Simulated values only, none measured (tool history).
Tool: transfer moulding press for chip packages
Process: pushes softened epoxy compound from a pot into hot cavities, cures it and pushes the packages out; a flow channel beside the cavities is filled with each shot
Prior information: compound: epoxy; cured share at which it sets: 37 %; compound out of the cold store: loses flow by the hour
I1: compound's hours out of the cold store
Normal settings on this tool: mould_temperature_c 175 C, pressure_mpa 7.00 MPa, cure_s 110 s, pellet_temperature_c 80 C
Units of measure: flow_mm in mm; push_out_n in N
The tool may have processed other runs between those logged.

Run 1, hour 0.0: usual settings; I1 25.4. Result: flow_mm 676 mm, push_out_n 616 N.
At hour 17.6: cavities cleaned with cleaning compound and waxed.
At hour 31.7: plunger's sealing rings changed.
Run 2, hour 36.8: usual settings; I1 17.1. Result: flow_mm 741 mm, push_out_n 608 N.
At hour 56.4: cavities cleaned with cleaning compound and waxed.
Run 3, hour 67.8: usual settings; I1 23.9. Result: flow_mm 715 mm, push_out_n 591 N.
Run 4, hour 86.0: usual settings; I1 15.5. Result: flow_mm 744 mm, push_out_n 724 N.
At hour 93.8: cavities cleaned with cleaning compound and waxed.
At hour 114.8: mould's thermocouples calibrated.
Run 5, hour 116.1: usual settings but mould_temperature_c 179 C; I1 24.1. Result: flow_mm 701 mm, push_out_n 561 N.
At hour 133.0: cavities cleaned with cleaning compound and waxed.
Run 6, hour 145.6: usual settings but mould_temperature_c 179 C; I1 10.5. Result: flow_mm 730 mm, push_out_n 520 N.
At hour 169.6: cavities cleaned with cleaning compound and waxed.
Run 7, hour 172.3: usual settings but mould_temperature_c 179 C; I1 16.8. Result: flow_mm 712 mm, push_out_n 451 N.
Run 8, hour 203.3: usual settings but mould_temperature_c 179 C; I1 32.6. Result: flow_mm 674 mm, push_out_n 630 N.
At hour 206.9: cavities cleaned with cleaning compound and waxed.
Run 9, hour 228.4: usual settings but mould_temperature_c 179 C; I1 44.8. Result: flow_mm 641 mm, push_out_n 542 N.
At hour 243.3: cavities cleaned with cleaning compound and waxed.
Run 10, hour 253.1: usual settings but mould_temperature_c 179 C; I1 43.5. Result: flow_mm 634 mm, push_out_n 517 N.
At hour 280.3: cavities cleaned with cleaning compound and waxed.
Run 11, hour 284.7: usual settings but mould_temperature_c 179 C; I1 18.4. Result: flow_mm 679 mm, push_out_n 481 N.
Run 12, hour 311.3: usual settings but pellet_temperature_c 83 C; I1 19.4. Result: flow_mm 687 mm, push_out_n 727 N.
At hour 315.3: plunger's sealing rings changed.
At hour 319.7: cavities cleaned with cleaning compound and waxed.
Run 13, hour 344.5: usual settings but pellet_temperature_c 83 C; I1 24.4. Result: flow_mm 698 mm, push_out_n 632 N.
At hour 355.8: cavities cleaned with cleaning compound and waxed.
Run 14, hour 376.6: usual settings but pressure_mpa 5.64 MPa, pellet_temperature_c 89 C; I1 11.5. Result: flow_mm 651 mm, push_out_n 636 N.
At hour 392.8: cavities cleaned with cleaning compound and waxed.
Run 15, hour 394.5: usual settings but pressure_mpa 5.52 MPa; I1 44.6. Result: flow_mm 587 mm, push_out_n 500 N.
Run 16, hour 418.7: usual settings but pressure_mpa 7.12 MPa; I1 28.8. Result: flow_mm 693 mm, push_out_n 655 N.
At hour 430.8: cavities cleaned with cleaning compound and waxed.
Run 17, hour 440.7: usual settings but pressure_mpa 7.12 MPa; I1 40.6. Result: flow_mm 678 mm, push_out_n 548 N.
Run 18, hour 456.9: usual settings but pressure_mpa 7.12 MPa; I1 33.7. Result: flow_mm 680 mm, push_out_n 659 N.
At hour 467.0: cavities cleaned with cleaning compound and waxed.
Run 19, hour 479.0: usual settings but pressure_mpa 6.79 MPa, cure_s 115 s; I1 19.7. Result: flow_mm 702 mm, push_out_n 545 N.
Run 20, hour 494.1: usual settings but pressure_mpa 6.88 MPa, cure_s 92 s, pellet_temperature_c 84 C; I1 38.0. Result: flow_mm 644 mm, push_out_n 873 N.
At hour 503.0: cavities cleaned with cleaning compound and waxed.
Run 21, hour 526.1: usual settings but mould_temperature_c 174 C, cure_s 112 s; I1 47.0. Result: flow_mm 643 mm, push_out_n 648 N.
At hour 540.5: cavities cleaned with cleaning compound and waxed.
Run 22, hour 559.3: usual settings but mould_temperature_c 173 C, pressure_mpa 8.50 MPa, cure_s 112 s, pellet_temperature_c 76 C; I1 8.0. Result: flow_mm 804 mm, push_out_n 692 N.
At hour 578.2: cavities cleaned with cleaning compound and waxed.
Run 23, hour 589.1: usual settings but mould_temperature_c 176 C, pressure_mpa 7.10 MPa; I1 24.7. Result: flow_mm 684 mm, push_out_n 561 N.
At hour 598.8: plunger's sealing rings changed.
At hour 617.8: cavities cleaned with cleaning compound and waxed.
Run 24, hour 617.9: usual settings but mould_temperature_c 177 C, pressure_mpa 7.17 MPa; I1 37.4. Result: flow_mm 701 mm, push_out_n 441 N.
Run 25, hour 649.3: usual settings but mould_temperature_c 180 C, pressure_mpa 5.34 MPa, cure_s 108 s, pellet_temperature_c 74 C; I1 39.9. Result: flow_mm 577 mm, push_out_n 599 N.
At hour 654.7: cavities cleaned with cleaning compound and waxed.
Run 26, hour 667.9: usual settings but mould_temperature_c 180 C, pressure_mpa 5.34 MPa, cure_s 108 s, pellet_temperature_c 74 C; I1 44.3. Result: flow_mm 572 mm, push_out_n 495 N.

What if the next run were any one of these 4? Each begins from the tool's condition after run 26:
At hour 691.0: cavities cleaned with cleaning compound and waxed.
Run A, hour 692.5: usual settings but mould_temperature_c 167 C, pressure_mpa 8.76 MPa; I1 40.3. Result: flow_mm ?, push_out_n ?.
At hour 691.0: cavities cleaned with cleaning compound and waxed.
Run B, hour 692.5: usual settings but mould_temperature_c 181 C, pressure_mpa 5.34 MPa, cure_s 108 s, pellet_temperature_c 74 C; I1 14.0. Result: flow_mm ?, push_out_n ?.
At hour 691.0: cavities cleaned with cleaning compound and waxed.
Run C, hour 692.5: usual settings but pellet_temperature_c 76 C; I1 22.2. Result: flow_mm ?, push_out_n ?.
At hour 691.0: cavities cleaned with cleaning compound and waxed.
Run D, hour 692.5: usual settings but mould_temperature_c 181 C, pressure_mpa 6.10 MPa, cure_s 120 s, pellet_temperature_c 74 C; I1 14.3. Result: flow_mm ?, push_out_n ?.

run  flow_mm  push_out_n
  A      774         751
  B      628         420
  C      712         510
  D      664         401
Stripped of hidden state, with their random variation kept, the same runs would have yielded:
run  flow_mm  push_out_n
  A      792         760
  B      643         414
  C      728         510
  D      679         392
